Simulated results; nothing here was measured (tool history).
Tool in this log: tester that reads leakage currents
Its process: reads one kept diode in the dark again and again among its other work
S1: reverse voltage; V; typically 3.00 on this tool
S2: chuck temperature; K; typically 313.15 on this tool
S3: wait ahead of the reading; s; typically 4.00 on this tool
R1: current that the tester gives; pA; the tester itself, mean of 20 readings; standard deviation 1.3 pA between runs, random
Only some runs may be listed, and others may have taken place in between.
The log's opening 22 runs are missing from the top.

run 23 day=22.896 | S1=1.88 S2=328.15 S3=0.51 | R1=1019.05
run 24 day=24.121 | S1=3.00 S2=310.15 S3=4.00 | R1=359.55
run 25 day=25.421 | S1=16.30 S2=297.15 S3=3.74 | R1=267.83
run 26 day=26.712 | S1=16.30 S2=297.15 S3=3.74 | R1=267.37
run 27 day=27.550 | S1=2.76 S2=312.15 S3=1.77 | R1=402.92
run 28 day=28.429 | S1=1.30 S2=327.15 S3=0.33 | R1=831.16
run 29 day=29.925 | S1=6.87 S2=327.15 S3=4.09 | R1=1629.99
run 30 day=31.050 | S1=6.87 S2=325.15 S3=1.50 | R1=1429.59
run 31 day=31.829 | S1=6.87 S2=325.15 S3=1.50 | R1=1431.12
run 32 day=32.912 | S1=6.87 S2=325.15 S3=1.50 | R1=1440.97
run 33 day=34.058 | S1=13.46 S2=315.15 S3=1.50 | R1=953.95
run 34 day=35.608 | S1=3.00 S2=313.15 S3=1.13 | R1=453.32
run 35 day=36.262 | S1=3.00 S2=295.15 S3=0.95 | R1=118.42
run 36 day=37.558 | S1=3.00 S2=295.15 S3=0.95 | R1=118.67
run 37 day=38.408 | S1=6.72 S2=294.15 S3=4.00 | R1=151.22
run 38 day=39.233 | S1=3.53 S2=322.15 S3=4.38 | R1=909.99
run 39 day=39.958 | S1=3.00 S2=313.15 S3=8.53 | R1=456.05

Predict each of these 4 candidate next runs independently; none follows another, all start after run 39:
run A day=40.862 | S1=3.00 S2=318.15 S3=1.77 | R1=?
run B day=40.862 | S1=2.08 S2=322.15 S3=0.72 | R1=?
run C day=40.862 | S1=3.00 S2=296.15 S3=0.76 | R1=?
run D day=40.862 | S1=1.82 S2=298.15 S3=4.00 | R1=?

run=A R1=644.76
run=B R1=735.18
run=C R1=129.56
run=D R1=122.49
With the hidden condition removed and each run's random variation left untouched, the same runs would have given:
run=A R1=611.99
run=B R1=699.05
run=C R1=121.38
run=D R1=115.12
